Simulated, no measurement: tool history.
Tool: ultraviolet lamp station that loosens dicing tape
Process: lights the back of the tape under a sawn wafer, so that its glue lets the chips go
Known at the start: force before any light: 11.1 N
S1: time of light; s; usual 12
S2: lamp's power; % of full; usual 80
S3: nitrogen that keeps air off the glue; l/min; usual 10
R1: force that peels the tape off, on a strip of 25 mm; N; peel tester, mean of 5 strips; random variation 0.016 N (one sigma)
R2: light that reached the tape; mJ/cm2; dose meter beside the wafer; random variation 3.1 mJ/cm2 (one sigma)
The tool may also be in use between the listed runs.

run    hour  S1  S2  S3     R1   R2
  1       0  12  80  10  1.716  323
  2    79.3  12  80  10  1.977  315
  3   143.6  12  80  10  1.926  307
  4   217.3  13  80  10  1.893  320
  5   298.4  13  80  10  2.018  308
      313.5  -- window cleaned of glue's vapour
        322  -- lamp changed
  6   355.7  13  80  10  1.535  353
  7   420.5  12  80  10  1.935  316
  8   471.5  12  80  10  1.986  306
  9     535  12  85  10  1.855  318
      552.2  -- window cleaned of glue's vapour, once more
 10     582   7  80  10  2.705  259
 11     648   7  80  10  2.773  248
 12   705.8  12  80  10  1.058  420
 13   757.2  12  80  10  1.164  412
 14   808.5  12  80  10   1.18  399
 15   870.4  12  80   6  1.736  385
 16     905  12  80   6  1.755  386
 17   960.8  12  95  10  0.962  453
 18  1011.2  12  95  10  0.982  434
 19  1088.6  12  95  10  1.057  422
 20  1124.3  12  95  15  0.856  410
 21  1157.4  10  89  11  1.727  317
 22    1230  20  67  13  0.682  473
 23  1275.1  11  61   3  4.564  230
 24  1331.8  11  61   3  4.748  227
 25  1364.7  12  83  10  1.748  328
 26  1405.5  12  83  10  1.888  318
 27  1457.7  12  83  10  1.882  309
     1505.9  -- lamp changed
 28  1528.2  11  83   5  2.062  384
 29  1570.1  11  83   5  2.073  370
 30  1618.7  15  66   5  1.835  396
 31  1679.7  15  66   5   1.89  393
     1732.3  -- window cleaned of glue's vapour
 32  1749.8  15  66   5  1.407  465
 33  1783.9  15  66   5  1.439  454
 34    1861  20  94  19  0.097  846
 35  1932.3  20  94  19    0.1  820
 36    1993  12  80   6  1.595  410
 37  2043.5   8  75   5  3.418  248
 38  2116.6  12  63  10  1.953  305
 39  2152.6  12  63  10  2.038  299

Forecast each of these 4 alternatives for the next run:
  A  2230.4  12  94  17   ?   ?
  B  2230.4  13  85  10   ?   ?
  C  2230.4  12  96  10   ?   ?
  D  2230.4  12  78  10   ?   ?

run     R1   R2
  A  0.697  435
  B  1.039  425
  C  0.977  440
  D  1.493  360
Without the tool's hidden state the same runs would have given:
run     R1   R2
  A  0.329  564
  B  0.534  552
  C  0.489  572
  D  0.831  467
